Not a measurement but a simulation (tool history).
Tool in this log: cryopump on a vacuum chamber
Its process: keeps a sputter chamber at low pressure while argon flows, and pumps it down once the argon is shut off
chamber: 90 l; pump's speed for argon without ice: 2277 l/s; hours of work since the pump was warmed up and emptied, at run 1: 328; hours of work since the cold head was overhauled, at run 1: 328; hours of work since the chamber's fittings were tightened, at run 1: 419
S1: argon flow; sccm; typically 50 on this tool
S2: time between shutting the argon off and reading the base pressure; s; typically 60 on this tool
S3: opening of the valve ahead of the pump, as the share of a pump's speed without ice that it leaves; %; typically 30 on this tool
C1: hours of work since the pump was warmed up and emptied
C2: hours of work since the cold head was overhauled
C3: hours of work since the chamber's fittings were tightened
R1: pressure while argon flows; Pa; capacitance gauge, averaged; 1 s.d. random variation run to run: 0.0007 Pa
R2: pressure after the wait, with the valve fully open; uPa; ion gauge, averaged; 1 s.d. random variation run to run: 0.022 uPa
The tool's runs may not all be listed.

run,hour,S1,S2,S3,C1,C2,C3,R1,R2
1,0.0,50,60,30,328,328,419,0.1372,0.93
2,32.8,50,60,56,350,350,442,0.0792,0.99
3,55.7,50,60,56,366,366,458,0.0798,1.02
4,87.9,50,60,56,389,389,480,0.0824,1.03
5,105.9,50,60,30,401,401,493,0.1394,1.05
6,132.9,50,60,30,420,420,511,0.1411,1.11
# hour 157.7: pump warmed up, emptied and cooled again
7,169.1,50,60,30,8,442,533,0.1236,0.92
8,196.0,50,60,30,27,460,552,0.1251,0.87
9,213.7,50,254,21,39,473,564,0.1786,0.59
10,230.7,62,161,30,51,484,576,0.1568,0.67

5 ways to go on from here, each from the tool as it stands after run 10. What would each give?
A,254.3,36,59,30,67,501,592,?,?
B,254.3,56,60,51,67,501,592,?,?
C,254.3,65,161,30,67,501,592,?,?
D,254.3,50,60,37,67,501,592,?,?
E,254.3,83,174,21,67,501,592,?,?

run,R1,R2
A,0.0919,0.97
B,0.0846,0.97
C,0.1644,0.72
D,0.1021,0.99
E,0.2983,0.69
With no hidden state in the tool, these same runs would have given:
run,R1,R2
A,0.0900,0.57
B,0.0817,0.57
C,0.1611,0.32
D,0.0996,0.59
E,0.2940,0.30

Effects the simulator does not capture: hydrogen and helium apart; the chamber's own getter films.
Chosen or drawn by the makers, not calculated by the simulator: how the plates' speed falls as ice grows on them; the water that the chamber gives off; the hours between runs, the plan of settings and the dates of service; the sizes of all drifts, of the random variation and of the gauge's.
